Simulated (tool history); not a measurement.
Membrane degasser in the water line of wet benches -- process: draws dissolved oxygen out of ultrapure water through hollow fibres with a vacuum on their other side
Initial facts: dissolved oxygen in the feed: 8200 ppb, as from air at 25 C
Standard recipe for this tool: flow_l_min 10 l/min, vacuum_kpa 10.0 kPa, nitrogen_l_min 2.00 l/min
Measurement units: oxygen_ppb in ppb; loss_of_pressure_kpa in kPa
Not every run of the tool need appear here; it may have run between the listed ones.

Run 1, hour 0.0: usual settings. Result: oxygen_ppb 113.9 ppb, loss_of_pressure_kpa 54.29 kPa.
Run 2, hour 63.2: usual settings. Result: oxygen_ppb 113.6 ppb, loss_of_pressure_kpa 54.43 kPa.
Run 3, hour 189.9: usual settings. Result: oxygen_ppb 114.7 ppb, loss_of_pressure_kpa 54.47 kPa.
Run 4, hour 282.8: usual settings. Result: oxygen_ppb 112.6 ppb, loss_of_pressure_kpa 54.23 kPa.
Run 5, hour 350.2: usual settings. Result: oxygen_ppb 114.3 ppb, loss_of_pressure_kpa 54.45 kPa.
Run 6, hour 424.1: usual settings. Result: oxygen_ppb 113.3 ppb, loss_of_pressure_kpa 54.15 kPa.
Run 7, hour 559.9: usual settings but vacuum_kpa 20.1 kPa. Result: oxygen_ppb 236.2 ppb, loss_of_pressure_kpa 54.68 kPa.
Run 8, hour 701.3: usual settings but vacuum_kpa 20.1 kPa. Result: oxygen_ppb 234.0 ppb, loss_of_pressure_kpa 54.28 kPa.
Run 9, hour 829.2: usual settings but flow_l_min 11 l/min, vacuum_kpa 8.4 kPa, nitrogen_l_min 1.99 l/min. Result: oxygen_ppb 108.5 ppb, loss_of_pressure_kpa 60.37 kPa.
Run 10, hour 966.1: usual settings but vacuum_kpa 19.7 kPa, nitrogen_l_min 5.44 l/min. Result: oxygen_ppb 108.0 ppb, loss_of_pressure_kpa 54.75 kPa.
Run 11, hour 1058.7: usual settings but vacuum_kpa 19.7 kPa, nitrogen_l_min 5.44 l/min. Result: oxygen_ppb 106.7 ppb, loss_of_pressure_kpa 54.81 kPa.
Run 12, hour 1203.4: usual settings but flow_l_min 7 l/min, vacuum_kpa 22.6 kPa, nitrogen_l_min 2.68 l/min. Result: oxygen_ppb 144.0 ppb, loss_of_pressure_kpa 38.41 kPa.

Below, some changes in oxygen_ppb between adjacent runs. For each, the amount present without the hidden state too (settings, incoming material, random variation) and the amount remaining for the hidden state with gauge scatter not shared by both compared results:
The tool's hidden condition here consists of: membrane still open, %; true pressure behind the membrane over the reading, kPa; air that leaks in behind the membrane, l/min; drift of the gauge itself on oxygen_ppb, %; drift of the gauge itself on loss_of_pressure_kpa, %.
Run 6 -> 7: vacuum_kpa 10.0 -> 20.1. oxygen_ppb +122.9 ppb: hidden state +2.3, all else +120.6.
Run 8 -> 9: flow_l_min 10 -> 11, vacuum_kpa 20.1 -> 8.4, nitrogen_l_min 2.00 -> 1.99. oxygen_ppb -125.5 ppb: hidden state -1.7, all else -123.8.

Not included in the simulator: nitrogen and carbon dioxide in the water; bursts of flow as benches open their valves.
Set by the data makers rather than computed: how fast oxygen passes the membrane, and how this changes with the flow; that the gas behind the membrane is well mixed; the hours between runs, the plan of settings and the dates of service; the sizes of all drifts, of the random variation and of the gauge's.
